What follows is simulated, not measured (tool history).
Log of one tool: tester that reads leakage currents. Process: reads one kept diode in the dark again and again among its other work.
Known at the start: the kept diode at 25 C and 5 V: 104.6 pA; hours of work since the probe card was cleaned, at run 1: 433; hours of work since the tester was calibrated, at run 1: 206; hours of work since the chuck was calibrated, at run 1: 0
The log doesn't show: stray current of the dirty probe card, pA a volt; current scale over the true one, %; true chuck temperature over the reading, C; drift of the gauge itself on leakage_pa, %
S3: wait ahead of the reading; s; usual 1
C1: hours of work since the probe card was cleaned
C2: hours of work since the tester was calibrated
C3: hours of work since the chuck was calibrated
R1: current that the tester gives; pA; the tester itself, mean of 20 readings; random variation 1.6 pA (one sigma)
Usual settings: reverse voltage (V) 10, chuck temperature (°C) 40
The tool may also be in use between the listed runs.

run 1 day=0 | reverse_voltage_(V)=10 chuck_temperature_(°C)=40 S3=1 | C1=433 C2=206 C3=0 | R1=552.26
run 2 day=5.767 | reverse_voltage_(V)=10 chuck_temperature_(°C)=40 S3=4.13 | C1=508 C2=282 C3=76 | R1=545.32
run 3 day=11.908 | reverse_voltage_(V)=10 chuck_temperature_(°C)=28 S3=1 | C1=589 C2=362 C3=156 | R1=208.83
run 4 day=17.704 | reverse_voltage_(V)=10 chuck_temperature_(°C)=28 S3=1 | C1=665 C2=438 C3=232 | R1=206.28
run 5 day=27.538 | reverse_voltage_(V)=10 chuck_temperature_(°C)=28 S3=1 | C1=794 C2=567 C3=361 | R1=205.78
run 6 day=35.708 | reverse_voltage_(V)=10 chuck_temperature_(°C)=40 S3=1 | C1=901 C2=674 C3=468 | R1=534.75
run 7 day=40.754 | reverse_voltage_(V)=10 chuck_temperature_(°C)=40 S3=1 | C1=967 C2=740 C3=534 | R1=534.39
run 8 day=49.546 | reverse_voltage_(V)=9.6 chuck_temperature_(°C)=40 S3=1 | C1=1082 C2=856 C3=649 | R1=513.95
run 9 day=58.1 | reverse_voltage_(V)=4.1 chuck_temperature_(°C)=40 S3=1 | C1=1194 C2=968 C3=762 | R1=310.9
run 10 day=66.421 | reverse_voltage_(V)=4.1 chuck_temperature_(°C)=40 S3=1 | C1=1303 C2=1077 C3=871 | R1=309.73
run 11 day=74.15 | reverse_voltage_(V)=10 chuck_temperature_(°C)=40 S3=1 | C1=1405 C2=1178 C3=972 | R1=518.33
run 12 day=83.062 | reverse_voltage_(V)=10 chuck_temperature_(°C)=40 S3=1 | C1=1521 C2=1295 C3=1089 | R1=512.64
run 13 day=88.662 | reverse_voltage_(V)=10 chuck_temperature_(°C)=40 S3=1 | C1=1595 C2=1368 C3=1162 | R1=509.97
run 14 day=98.75 | reverse_voltage_(V)=1.6 chuck_temperature_(°C)=40 S3=1 | C1=1727 C2=1500 C3=1294 | R1=173.77
run 15 day=105.662 | reverse_voltage_(V)=1.6 chuck_temperature_(°C)=40 S3=1 | C1=1818 C2=1591 C3=1385 | R1=172.18
run 16 day=113.517 | reverse_voltage_(V)=1.6 chuck_temperature_(°C)=40 S3=1 | C1=1921 C2=1694 C3=1488 | R1=170.93
run 17 day=120.458 | reverse_voltage_(V)=1.6 chuck_temperature_(°C)=40 S3=1 | C1=2012 C2=1785 C3=1579 | R1=169.55
run 18 day=127.546 | reverse_voltage_(V)=10 chuck_temperature_(°C)=47 S3=1 | C1=2104 C2=1878 C3=1672 | R1=843.35
run 19 day=134.325 | reverse_voltage_(V)=10 chuck_temperature_(°C)=47 S3=1 | C1=2193 C2=1967 C3=1761 | R1=838.83
run 20 day=141.388 | reverse_voltage_(V)=10 chuck_temperature_(°C)=47 S3=1 | C1=2286 C2=2059 C3=1853 | R1=829.91
run 21 day=147.708 | reverse_voltage_(V)=10 chuck_temperature_(°C)=47 S3=1 | C1=2369 C2=2142 C3=1936 | R1=826.73
run 22 day=152.912 | reverse_voltage_(V)=10 chuck_temperature_(°C)=40 S3=6.7 | C1=2437 C2=2210 C3=2004 | R1=481.78
-- day=154.771 chuck's temperature calibrated
run 23 day=163.158 | reverse_voltage_(V)=18.1 chuck_temperature_(°C)=40 S3=6.7 | C1=2570 C2=2344 C3=110 | R1=790.28
run 24 day=172.779 | reverse_voltage_(V)=18.1 chuck_temperature_(°C)=24 S3=5.13 | C1=2696 C2=2470 C3=236 | R1=227.94
run 25 day=178.875 | reverse_voltage_(V)=18.1 chuck_temperature_(°C)=24 S3=5.13 | C1=2776 C2=2550 C3=316 | R1=229.11
run 26 day=185.888 | reverse_voltage_(V)=11 chuck_temperature_(°C)=41 S3=1.06 | C1=2868 C2=2642 C3=408 | R1=625.47
run 27 day=195.45 | reverse_voltage_(V)=1.4 chuck_temperature_(°C)=41 S3=1.06 | C1=2993 C2=2767 C3=533 | R1=184.57
run 28 day=205.233 | reverse_voltage_(V)=3.3 chuck_temperature_(°C)=22 S3=4.73 | C1=3122 C2=2895 C3=661 | R1=66.26
run 29 day=214.354 | reverse_voltage_(V)=4.3 chuck_temperature_(°C)=46 S3=9.55 | C1=3241 C2=3015 C3=781 | R1=510.05
run 30 day=218.862 | reverse_voltage_(V)=15.8 chuck_temperature_(°C)=31 S3=3.36 | C1=3300 C2=3074 C3=840 | R1=352.59
run 31 day=226.575 | reverse_voltage_(V)=15.8 chuck_temperature_(°C)=40 S3=7.14 | C1=3401 C2=3175 C3=941 | R1=688.78
run 32 day=236.446 | reverse_voltage_(V)=10 chuck_temperature_(°C)=36 S3=2.95 | C1=3531 C2=3304 C3=1071 | R1=385.11
run 33 day=245.946 | reverse_voltage_(V)=8.2 chuck_temperature_(°C)=24 S3=1.04 | C1=3655 C2=3429 C3=1195 | R1=136.95
run 34 day=254.046 | reverse_voltage_(V)=10.6 chuck_temperature_(°C)=27 S3=1.04 | C1=3762 C2=3535 C3=1301 | R1=199.57
run 35 day=262.621 | reverse_voltage_(V)=1.6 chuck_temperature_(°C)=27 S3=1 | C1=3874 C2=3647 C3=1414 | R1=61.81
run 36 day=267.392 | reverse_voltage_(V)=10 chuck_temperature_(°C)=25 S3=1 | C1=3936 C2=3710 C3=1476 | R1=166.63
-- day=268.171 probe card cleaned and baked
run 37 day=276.921 | reverse_voltage_(V)=12 chuck_temperature_(°C)=58 S3=1 | C1=115 C2=3833 C3=1599 | R1=2093.06
run 38 day=281.862 | reverse_voltage_(V)=1.8 chuck_temperature_(°C)=25 S3=1.04 | C1=180 C2=3898 C3=1664 | R1=51.39
run 39 day=287.021 | reverse_voltage_(V)=10 chuck_temperature_(°C)=32 S3=0.92 | C1=247 C2=3966 C3=1732 | R1=251.51

Forecast each of these 4 alternatives for the next run:
-- day=288.988 tester calibrated
run A day=292.067 | reverse_voltage_(V)=3.1 chuck_temperature_(°C)=28 S3=1 | C1=312 C2=40 C3=1797 | R1=?
-- day=288.988 tester calibrated
run B day=292.067 | reverse_voltage_(V)=2.6 chuck_temperature_(°C)=44 S3=4.82 | C1=312 C2=40 C3=1797 | R1=?
-- day=288.988 tester calibrated
run C day=292.067 | reverse_voltage_(V)=10 chuck_temperature_(°C)=56 S3=0.92 | C1=312 C2=40 C3=1797 | R1=?
-- day=288.988 tester calibrated
run D day=292.067 | reverse_voltage_(V)=10 chuck_temperature_(°C)=22 S3=1 | C1=312 C2=40 C3=1797 | R1=?

run=A R1=89.33
run=B R1=295.56
run=C R1=1582.06
run=D R1=107
Without the tool's hidden state the same runs would have given:
run=A R1=103.99
run=B R1=340.97
run=C R1=1806.69
run=D R1=123.5
